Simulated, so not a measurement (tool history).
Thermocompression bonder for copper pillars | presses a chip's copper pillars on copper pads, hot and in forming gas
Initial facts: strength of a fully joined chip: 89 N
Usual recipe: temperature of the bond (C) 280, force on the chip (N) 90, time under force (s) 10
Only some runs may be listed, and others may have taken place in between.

| run | hour | temperature of the bond (C) | force on the chip (N) | time under force (s) | force that shears a chip off (N) |
|---|---|---|---|---|---|
| 1 | 0.0 | 280 | 90 | 10 | 66.9 |
| 2 | 9.0 | 280 | 90 | 10 | 65.0 |
| 3 | 21.3 | 280 | 118 | 10 | 75.3 |
| 4 | 28.4 | 280 | 90 | 11 | 66.6 |
| 5 | 34.3 | 280 | 90 | 11 | 68.5 |
| 6 | 45.9 | 280 | 65 | 11 | 57.4 |
| 7 | 51.6 | 280 | 110 | 10 | 73.1 |
| 8 | 63.9 | 280 | 78 | 10 | 63.2 |
| 9 | 69.9 | 280 | 78 | 25 | 75.0 |
| 10 | 78.0 | 280 | 78 | 25 | 75.9 |
| 11 | 86.3 | 280 | 78 | 25 | 74.8 |
| 12 | 94.6 | 280 | 78 | 25 | 73.8 |
| 13 | 101.3 | 280 | 103 | 10 | 69.5 |
| 14 | 112.6 | 280 | 90 | 10 | 66.2 |
| 15 | 118.1 | 280 | 90 | 10 | 67.0 |
| 16 | 124.9 | 280 | 90 | 10 | 66.1 |
| 17 | 134.6 | 280 | 90 | 10 | 67.8 |
| 18 | 141.6 | 280 | 90 | 10 | 65.1 |
| 19 | 152.1 | 280 | 129 | 10 | 77.8 |
| 20 | 161.0 | 280 | 129 | 10 | 78.3 |
| 21 | 173.0 | 260 | 88 | 7 | 45.9 |
| 22 | 184.5 | 260 | 91 | 18 | 62.3 |
| 23 | 196.4 | 305 | 91 | 26 | 85.9 |
| 24 | 205.9 | 305 | 91 | 26 | 86.2 |
| 25 | 212.0 | 292 | 90 | 6 | 64.9 |
| 26 | 217.8 | 292 | 90 | 6 | 65.0 |
| 27 | 223.1 | 282 | 69 | 10 | 58.7 |
| 28 | 228.7 | 263 | 99 | 10 | 57.3 |
| 29 | 239.1 | 263 | 131 | 25 | 79.5 |
| 30 | 251.7 | 264 | 74 | 5 | 39.0 |
| 31 | 262.5 | 285 | 70 | 6 | 52.2 |
| 32 | 269.5 | 258 | 115 | 14 | 67.2 |
| 33 | 274.6 | 304 | 60 | 15 | 71.6 |
| 34 | 283.7 | 301 | 128 | 16 | 86.9 |
| 35 | 295.9 | 305 | 90 | 9 | 76.0 |
| 36 | 307.2 | 280 | 86 | 10 | 64.7 |
| 37 | 318.7 | 276 | 86 | 15 | 69.0 |
| 38 | 326.7 | 297 | 90 | 10 | 76.7 |
| 39 | 334.7 | 297 | 90 | 10 | 75.2 |

Forecast each of these 4 alternatives for the next run:
| A | 345.7 | 254 | 96 | 10 | ? |
| B | 345.7 | 280 | 90 | 9 | ? |
| C | 345.7 | 264 | 115 | 23 | ? |
| D | 345.7 | 280 | 55 | 10 | ? |

| run | force that shears a chip off (N) |
|---|---|
| A | 51.8 |
| B | 63.8 |
| C | 77.4 |
| D | 49.0 |
Had the tool no hidden state, the same runs would have come out as:
| run | force that shears a chip off (N) |
|---|---|
| A | 51.9 |
| B | 64.0 |
| C | 77.6 |
| D | 49.1 |
